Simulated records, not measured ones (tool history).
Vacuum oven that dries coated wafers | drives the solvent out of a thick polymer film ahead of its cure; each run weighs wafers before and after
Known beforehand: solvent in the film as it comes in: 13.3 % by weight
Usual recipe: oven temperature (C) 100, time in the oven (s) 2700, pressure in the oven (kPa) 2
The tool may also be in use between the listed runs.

{"run": 1, "hour": 0.0, "oven temperature (C)": 100, "time in the oven (s)": 2700, "pressure in the oven (kPa)": 2, "solvent left in the film (%)": 3.75}
{"run": 2, "hour": 39.6, "oven temperature (C)": 100, "time in the oven (s)": 2700, "pressure in the oven (kPa)": 2, "solvent left in the film (%)": 3.75}
{"run": 3, "hour": 87.8, "oven temperature (C)": 100, "time in the oven (s)": 2700, "pressure in the oven (kPa)": 2, "solvent left in the film (%)": 3.8}
{"run": 4, "hour": 123.7, "oven temperature (C)": 100, "time in the oven (s)": 2700, "pressure in the oven (kPa)": 2, "solvent left in the film (%)": 3.82}
{"run": 5, "hour": 144.7, "oven temperature (C)": 100, "time in the oven (s)": 2700, "pressure in the oven (kPa)": 2, "solvent left in the film (%)": 3.77}
{"run": 6, "hour": 168.6, "oven temperature (C)": 100, "time in the oven (s)": 2700, "pressure in the oven (kPa)": 2, "solvent left in the film (%)": 3.83}
{"run": 7, "hour": 206.3, "oven temperature (C)": 100, "time in the oven (s)": 2700, "pressure in the oven (kPa)": 3.74, "solvent left in the film (%)": 6.45}
{"run": 8, "hour": 230.3, "oven temperature (C)": 100, "time in the oven (s)": 2700, "pressure in the oven (kPa)": 2, "solvent left in the film (%)": 3.74}
{"hour": 239.9, "done": "oven's thermocouples calibrated"}
{"run": 9, "hour": 259.0, "oven temperature (C)": 100, "time in the oven (s)": 2700, "pressure in the oven (kPa)": 2, "solvent left in the film (%)": 4.13}
{"run": 10, "hour": 299.1, "oven temperature (C)": 100, "time in the oven (s)": 2700, "pressure in the oven (kPa)": 2, "solvent left in the film (%)": 4.04}
{"run": 11, "hour": 336.1, "oven temperature (C)": 100, "time in the oven (s)": 2700, "pressure in the oven (kPa)": 2, "solvent left in the film (%)": 4.09}
{"run": 12, "hour": 371.5, "oven temperature (C)": 100, "time in the oven (s)": 2700, "pressure in the oven (kPa)": 2, "solvent left in the film (%)": 3.91}
{"run": 13, "hour": 401.9, "oven temperature (C)": 100, "time in the oven (s)": 2700, "pressure in the oven (kPa)": 2, "solvent left in the film (%)": 4.2}
{"run": 14, "hour": 424.6, "oven temperature (C)": 100, "time in the oven (s)": 2700, "pressure in the oven (kPa)": 2, "solvent left in the film (%)": 4.14}
{"run": 15, "hour": 458.4, "oven temperature (C)": 100, "time in the oven (s)": 2700, "pressure in the oven (kPa)": 2, "solvent left in the film (%)": 4.06}
{"run": 16, "hour": 509.9, "oven temperature (C)": 114, "time in the oven (s)": 2700, "pressure in the oven (kPa)": 2, "solvent left in the film (%)": 2.34}
{"run": 17, "hour": 539.5, "oven temperature (C)": 100, "time in the oven (s)": 2700, "pressure in the oven (kPa)": 1.9, "solvent left in the film (%)": 3.83}
{"run": 18, "hour": 581.1, "oven temperature (C)": 100, "time in the oven (s)": 2700, "pressure in the oven (kPa)": 4.14, "solvent left in the film (%)": 7.57}
{"run": 19, "hour": 625.5, "oven temperature (C)": 100, "time in the oven (s)": 2700, "pressure in the oven (kPa)": 2, "solvent left in the film (%)": 4.09}
{"run": 20, "hour": 658.2, "oven temperature (C)": 90, "time in the oven (s)": 2700, "pressure in the oven (kPa)": 2, "solvent left in the film (%)": 6.48}
{"run": 21, "hour": 687.5, "oven temperature (C)": 100, "time in the oven (s)": 2700, "pressure in the oven (kPa)": 2, "solvent left in the film (%)": 4.01}
{"run": 22, "hour": 726.0, "oven temperature (C)": 100, "time in the oven (s)": 2700, "pressure in the oven (kPa)": 2, "solvent left in the film (%)": 4.17}
{"run": 23, "hour": 752.3, "oven temperature (C)": 97, "time in the oven (s)": 3120, "pressure in the oven (kPa)": 1.75, "solvent left in the film (%)": 4.11}
{"run": 24, "hour": 785.8, "oven temperature (C)": 111, "time in the oven (s)": 2520, "pressure in the oven (kPa)": 6.21, "solvent left in the film (%)": 7.34}
{"run": 25, "hour": 809.1, "oven temperature (C)": 91, "time in the oven (s)": 3000, "pressure in the oven (kPa)": 4.54, "solvent left in the film (%)": 11.08}
{"run": 26, "hour": 847.6, "oven temperature (C)": 100, "time in the oven (s)": 2700, "pressure in the oven (kPa)": 1.11, "solvent left in the film (%)": 2.52}
{"run": 27, "hour": 894.7, "oven temperature (C)": 111, "time in the oven (s)": 1500, "pressure in the oven (kPa)": 5.28, "solvent left in the film (%)": 6.58}
{"run": 28, "hour": 926.2, "oven temperature (C)": 111, "time in the oven (s)": 1500, "pressure in the oven (kPa)": 5.28, "solvent left in the film (%)": 6.6}
{"run": 29, "hour": 953.1, "oven temperature (C)": 109, "time in the oven (s)": 1560, "pressure in the oven (kPa)": 1.03, "solvent left in the film (%)": 2.18}
{"run": 30, "hour": 1002.9, "oven temperature (C)": 107, "time in the oven (s)": 2640, "pressure in the oven (kPa)": 3.91, "solvent left in the film (%)": 5.4}
{"run": 31, "hour": 1037.5, "oven temperature (C)": 100, "time in the oven (s)": 3840, "pressure in the oven (kPa)": 3.19, "solvent left in the film (%)": 5.8}
{"run": 32, "hour": 1065.3, "oven temperature (C)": 87, "time in the oven (s)": 3840, "pressure in the oven (kPa)": 3.19, "solvent left in the film (%)": 9.53}
{"run": 33, "hour": 1106.3, "oven temperature (C)": 88, "time in the oven (s)": 2700, "pressure in the oven (kPa)": 1.55, "solvent left in the film (%)": 5.79}
{"run": 34, "hour": 1131.1, "oven temperature (C)": 114, "time in the oven (s)": 2700, "pressure in the oven (kPa)": 3.57, "solvent left in the film (%)": 4.11}
{"run": 35, "hour": 1169.3, "oven temperature (C)": 106, "time in the oven (s)": 3840, "pressure in the oven (kPa)": 1.07, "solvent left in the film (%)": 1.88}
{"run": 36, "hour": 1212.7, "oven temperature (C)": 90, "time in the oven (s)": 2700, "pressure in the oven (kPa)": 3.66, "solvent left in the film (%)": 9.87}
{"run": 37, "hour": 1244.7, "oven temperature (C)": 90, "time in the oven (s)": 3960, "pressure in the oven (kPa)": 1.21, "solvent left in the film (%)": 4.04}
{"run": 38, "hour": 1281.2, "oven temperature (C)": 96, "time in the oven (s)": 2700, "pressure in the oven (kPa)": 2, "solvent left in the film (%)": 4.83}
{"run": 39, "hour": 1322.3, "oven temperature (C)": 88, "time in the oven (s)": 3900, "pressure in the oven (kPa)": 2.06, "solvent left in the film (%)": 6.52}
{"run": 40, "hour": 1351.2, "oven temperature (C)": 100, "time in the oven (s)": 3720, "pressure in the oven (kPa)": 3.57, "solvent left in the film (%)": 6.29}
{"run": 41, "hour": 1395.5, "oven temperature (C)": 100, "time in the oven (s)": 3720, "pressure in the oven (kPa)": 3.57, "solvent left in the film (%)": 6.34}
{"run": 42, "hour": 1427.4, "oven temperature (C)": 88, "time in the oven (s)": 2700, "pressure in the oven (kPa)": 6.65, "solvent left in the film (%)": 13.3}
{"run": 43, "hour": 1478.4, "oven temperature (C)": 88, "time in the oven (s)": 2700, "pressure in the oven (kPa)": 6.65, "solvent left in the film (%)": 13.54}

3 options for the next run, each taken on its own from the tool as it stands now. Forecast them:
{"run": "A", "hour": 1526.2, "oven temperature (C)": 105, "time in the oven (s)": 3960, "pressure in the oven (kPa)": 1.49, "solvent left in the film (%)": "?"}
{"run": "B", "hour": 1526.2, "oven temperature (C)": 111, "time in the oven (s)": 1920, "pressure in the oven (kPa)": 6.48, "solvent left in the film (%)": "?"}
{"run": "C", "hour": 1526.2, "oven temperature (C)": 100, "time in the oven (s)": 2700, "pressure in the oven (kPa)": 5.66, "solvent left in the film (%)": "?"}

run=A solvent_left_in_the_film_(%)=2.5
run=B solvent_left_in_the_film_(%)=7.67
run=C solvent_left_in_the_film_(%)=9.9
Without the tool's unlogged condition, the same runs would have read:
run=A solvent_left_in_the_film_(%)=2.13
run=B solvent_left_in_the_film_(%)=7.53
run=C solvent_left_in_the_film_(%)=9.66

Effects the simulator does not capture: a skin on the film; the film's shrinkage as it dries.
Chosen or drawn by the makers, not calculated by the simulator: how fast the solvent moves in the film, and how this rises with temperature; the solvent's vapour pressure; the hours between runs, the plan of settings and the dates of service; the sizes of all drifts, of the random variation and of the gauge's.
